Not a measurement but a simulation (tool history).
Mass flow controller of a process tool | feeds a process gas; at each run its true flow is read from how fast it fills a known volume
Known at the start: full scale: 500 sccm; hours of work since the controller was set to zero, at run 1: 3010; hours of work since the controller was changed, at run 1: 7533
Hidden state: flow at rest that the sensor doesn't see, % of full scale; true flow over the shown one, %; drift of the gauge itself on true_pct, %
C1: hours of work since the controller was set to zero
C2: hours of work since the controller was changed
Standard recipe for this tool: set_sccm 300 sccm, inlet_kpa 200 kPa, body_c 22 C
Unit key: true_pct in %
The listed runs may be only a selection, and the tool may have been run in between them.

Run 1, hour 0.0: usual settings; C1 3010; C2 7533. Result: true_pct 100.62 %.
Run 2, hour 364.7: usual settings; C1 3260; C2 7783. Result: true_pct 100.62 %.
Run 3, hour 775.4: usual settings; C1 3541; C2 8065. Result: true_pct 100.85 %.
Run 4, hour 967.6: usual settings; C1 3673; C2 8197. Result: true_pct 100.81 %.
Run 5, hour 1337.8: usual settings; C1 3927; C2 8450. Result: true_pct 100.85 %.
Run 6, hour 1637.2: usual settings; C1 4132; C2 8656. Result: true_pct 100.84 %.
At hour 1828.2: controller's zero set anew.
Run 7, hour 2069.3: usual settings; C1 165; C2 8951. Result: true_pct 101.20 %.
Run 8, hour 2384.3: usual settings but set_sccm 98 sccm; C1 381; C2 9167. Result: true_pct 103.39 %.
Run 9, hour 2804.5: usual settings but set_sccm 98 sccm; C1 669; C2 9455. Result: true_pct 103.65 %.
Run 10, hour 3057.0: usual settings but set_sccm 98 sccm; C1 842; C2 9629. Result: true_pct 103.74 %.
Run 11, hour 3319.5: usual settings but set_sccm 98 sccm; C1 1022; C2 9809. Result: true_pct 103.87 %.
Run 12, hour 3694.1: usual settings but set_sccm 98 sccm; C1 1279; C2 10065. Result: true_pct 104.19 %.
At hour 3983.9: controller's zero set anew, once more.
Run 13, hour 3984.5: usual settings; C1 0; C2 10264. Result: true_pct 99.94 %.
Run 14, hour 4350.2: usual settings; C1 251; C2 10515. Result: true_pct 99.92 %.
Run 15, hour 4651.7: usual settings; C1 458; C2 10721. Result: true_pct 100.06 %.
Run 16, hour 4880.9: usual settings but set_sccm 72 sccm, inlet_kpa 250 kPa, body_c 35 C; C1 615; C2 10879. Result: true_pct 101.07 %.
Run 17, hour 5240.9: usual settings but set_sccm 69 sccm, inlet_kpa 257 kPa; C1 862; C2 11125. Result: true_pct 100.91 %.
Run 18, hour 5536.7: usual settings but inlet_kpa 186 kPa, body_c 23 C; C1 1064; C2 11328. Result: true_pct 100.14 %.
Run 19, hour 5922.8: usual settings but set_sccm 254 sccm, inlet_kpa 186 kPa, body_c 21 C; C1 1329; C2 11593. Result: true_pct 100.20 %.
Run 20, hour 6336.8: usual settings but set_sccm 53 sccm, inlet_kpa 159 kPa, body_c 35 C; C1 1613; C2 11877. Result: true_pct 102.02 %.
Run 21, hour 6557.3: usual settings but set_sccm 116 sccm, inlet_kpa 153 kPa, body_c 35 C; C1 1764; C2 12028. Result: true_pct 100.92 %.
Run 22, hour 6777.2: usual settings but set_sccm 116 sccm, inlet_kpa 153 kPa, body_c 35 C; C1 1915; C2 12179. Result: true_pct 100.90 %.
Run 23, hour 7172.7: usual settings but inlet_kpa 272 kPa; C1 2186; C2 12450. Result: true_pct 101.12 %.
Run 24, hour 7371.0: usual settings but inlet_kpa 272 kPa; C1 2322; C2 12586. Result: true_pct 101.26 %.
Run 25, hour 7579.2: usual settings but inlet_kpa 272 kPa; C1 2465; C2 12728. Result: true_pct 101.28 %.
Run 26, hour 8013.3: usual settings but inlet_kpa 272 kPa; C1 2762; C2 13026. Result: true_pct 101.41 %.
Run 27, hour 8439.6: usual settings but set_sccm 356 sccm, inlet_kpa 144 kPa; C1 3055; C2 13318. Result: true_pct 100.54 %.
Run 28, hour 8873.5: usual settings but set_sccm 356 sccm, inlet_kpa 144 kPa; C1 3352; C2 13616. Result: true_pct 100.51 %.
Run 29, hour 9173.3: usual settings but set_sccm 227 sccm, inlet_kpa 241 kPa, body_c 26 C; C1 3557; C2 13821. Result: true_pct 101.58 %.
Run 30, hour 9606.8: usual settings but set_sccm 172 sccm, inlet_kpa 241 kPa, body_c 26 C; C1 3855; C2 14118. Result: true_pct 102.13 %.

For each entry between runs, how does the tool's hidden state at the last listed run before it compare with that at the first listed run after it?
After run 6, before run 7: controller's zero set anew (hour 1828.2)
  flow at rest that the sensor doesn't see, % of full scale: 0.668 -> 0.791; true flow over the shown one, %: 0.44 -> 0.46
  measured result minus the result with no hidden state, true_pct: +1.54 -> +1.78 %
After run 12, before run 13: controller's zero set anew, once more (hour 3983.9)
  flow at rest that the sensor doesn't see, % of full scale: 0.956 -> 0.017; true flow over the shown one, %: 0.55 -> 0.56
  measured result minus the result with no hidden state, true_pct: +5.42 -> +0.60 %
